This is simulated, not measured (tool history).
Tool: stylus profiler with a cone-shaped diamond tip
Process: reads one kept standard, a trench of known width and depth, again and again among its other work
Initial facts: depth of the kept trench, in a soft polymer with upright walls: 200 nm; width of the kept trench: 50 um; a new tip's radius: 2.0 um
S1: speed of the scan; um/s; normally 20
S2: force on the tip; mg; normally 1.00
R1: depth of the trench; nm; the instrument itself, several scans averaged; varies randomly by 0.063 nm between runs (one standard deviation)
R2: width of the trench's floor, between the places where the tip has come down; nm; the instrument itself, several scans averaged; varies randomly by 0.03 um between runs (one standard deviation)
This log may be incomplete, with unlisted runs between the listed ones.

{"run": 1, "day": 0.0, "S1": 20, "S2": 1.0, "R1": 200.73, "R2": 48150}
{"run": 2, "day": 2.179, "S1": 20, "S2": 1.04, "R1": 200.81, "R2": 48050}
{"run": 3, "day": 3.817, "S1": 20, "S2": 1.04, "R1": 200.75, "R2": 48160}
{"run": 4, "day": 6.433, "S1": 20, "S2": 1.0, "R1": 200.7, "R2": 48090}
{"run": 5, "day": 7.75, "S1": 19, "S2": 1.0, "R1": 200.73, "R2": 48130}
{"run": 6, "day": 9.496, "S1": 20, "S2": 2.5, "R1": 201.32, "R2": 48170}
{"run": 7, "day": 11.55, "S1": 20, "S2": 1.13, "R1": 200.88, "R2": 48140}
{"run": 8, "day": 14.162, "S1": 20, "S2": 2.43, "R1": 201.25, "R2": 48120}
{"run": 9, "day": 15.788, "S1": 20, "S2": 2.43, "R1": 201.34, "R2": 48190}
{"run": 10, "day": 17.767, "S1": 20, "S2": 1.0, "R1": 200.74, "R2": 48120}
{"run": 11, "day": 19.862, "S1": 20, "S2": 0.34, "R1": 200.18, "R2": 48030}
{"run": 12, "day": 21.012, "S1": 20, "S2": 0.34, "R1": 200.4, "R2": 47980}
{"run": 13, "day": 23.212, "S1": 20, "S2": 0.34, "R1": 200.3, "R2": 48020}
{"run": 14, "day": 25.838, "S1": 23, "S2": 0.53, "R1": 200.48, "R2": 48070}
{"run": 15, "day": 28.0, "S1": 7, "S2": 2.07, "R1": 201.21, "R2": 48190}
{"run": 16, "day": 29.542, "S1": 56, "S2": 0.48, "R1": 200.49, "R2": 47820}
{"run": 17, "day": 31.767, "S1": 56, "S2": 0.48, "R1": 200.36, "R2": 47820}
{"run": 18, "day": 33.117, "S1": 8, "S2": 2.11, "R1": 201.09, "R2": 48190}
{"run": 19, "day": 34.538, "S1": 53, "S2": 0.35, "R1": 200.31, "R2": 47720}
{"run": 20, "day": 37.154, "S1": 20, "S2": 1.16, "R1": 200.74, "R2": 48100}
{"run": 21, "day": 39.621, "S1": 20, "S2": 0.37, "R1": 200.36, "R2": 48120}
{"run": 22, "day": 40.817, "S1": 22, "S2": 0.44, "R1": 200.34, "R2": 48090}

Each row is a separate what-if for the run after 22, all from the same tool condition, not one after another. Results?
{"run": "A", "day": 42.404, "S1": 12, "S2": 2.06, "R1": "?", "R2": "?"}
{"run": "B", "day": 42.404, "S1": 20, "S2": 0.6, "R1": "?", "R2": "?"}
{"run": "C", "day": 42.404, "S1": 49, "S2": 1.01, "R1": "?", "R2": "?"}
{"run": "D", "day": 42.404, "S1": 21, "S2": 1.0, "R1": "?", "R2": "?"}
{"run": "E", "day": 42.404, "S1": 11, "S2": 1.0, "R1": "?", "R2": "?"}

run=A R1=201.20 R2=48170
run=B R1=200.44 R2=48070
run=C R1=200.70 R2=48000
run=D R1=200.64 R2=48150
run=E R1=200.68 R2=48180
Without the tool's hidden state the same runs would have given:
run=A R1=201.21 R2=48190
run=B R1=200.44 R2=48090
run=C R1=200.70 R2=48010
run=D R1=200.65 R2=48170
run=E R1=200.68 R2=48200

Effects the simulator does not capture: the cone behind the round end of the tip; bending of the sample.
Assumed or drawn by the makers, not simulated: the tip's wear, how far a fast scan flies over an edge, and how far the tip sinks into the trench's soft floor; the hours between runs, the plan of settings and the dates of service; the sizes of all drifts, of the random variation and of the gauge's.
